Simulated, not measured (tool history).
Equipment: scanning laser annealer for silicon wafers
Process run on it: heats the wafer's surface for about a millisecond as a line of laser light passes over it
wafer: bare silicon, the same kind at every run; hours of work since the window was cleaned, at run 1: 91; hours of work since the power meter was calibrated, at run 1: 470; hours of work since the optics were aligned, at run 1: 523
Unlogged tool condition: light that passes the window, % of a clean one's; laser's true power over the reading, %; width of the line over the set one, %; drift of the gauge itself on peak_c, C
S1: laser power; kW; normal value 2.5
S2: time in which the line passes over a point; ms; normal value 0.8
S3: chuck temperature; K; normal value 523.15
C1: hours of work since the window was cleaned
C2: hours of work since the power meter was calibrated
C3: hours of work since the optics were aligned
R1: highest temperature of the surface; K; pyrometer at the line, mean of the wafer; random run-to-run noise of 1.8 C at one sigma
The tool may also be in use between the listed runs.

run,day,S1,S2,S3,C1,C2,C3,R1
1,0,2.5,0.8,523.15,91,470,523,1236.15
2,2.242,2.5,0.8,523.15,120,499,552,1236.15
3,3.542,2.5,0.8,523.15,137,515,569,1236.15
4,5.25,2.5,0.8,523.15,158,537,591,1235.15
5,7.612,2.5,0.8,523.15,189,567,621,1232.15
6,9.904,2.5,0.8,523.15,218,597,650,1229.15
7,11.771,2.5,0.8,523.15,242,621,674,1231.15
8,14.358,2.129,0.8,523.15,275,654,707,1124.15
9,16.558,2.174,0.8,492.15,303,682,735,1103.15
10,18.158,2.5,0.617,541.15,323,702,755,1166.15

Run by run, hidden condition taken away, random variation retained:
run,R1
1,1241.15
2,1243.15
3,1243.15
4,1243.15
5,1242.15
6,1241.15
7,1243.15
8,1137.15
9,1116.15
10,1180.15

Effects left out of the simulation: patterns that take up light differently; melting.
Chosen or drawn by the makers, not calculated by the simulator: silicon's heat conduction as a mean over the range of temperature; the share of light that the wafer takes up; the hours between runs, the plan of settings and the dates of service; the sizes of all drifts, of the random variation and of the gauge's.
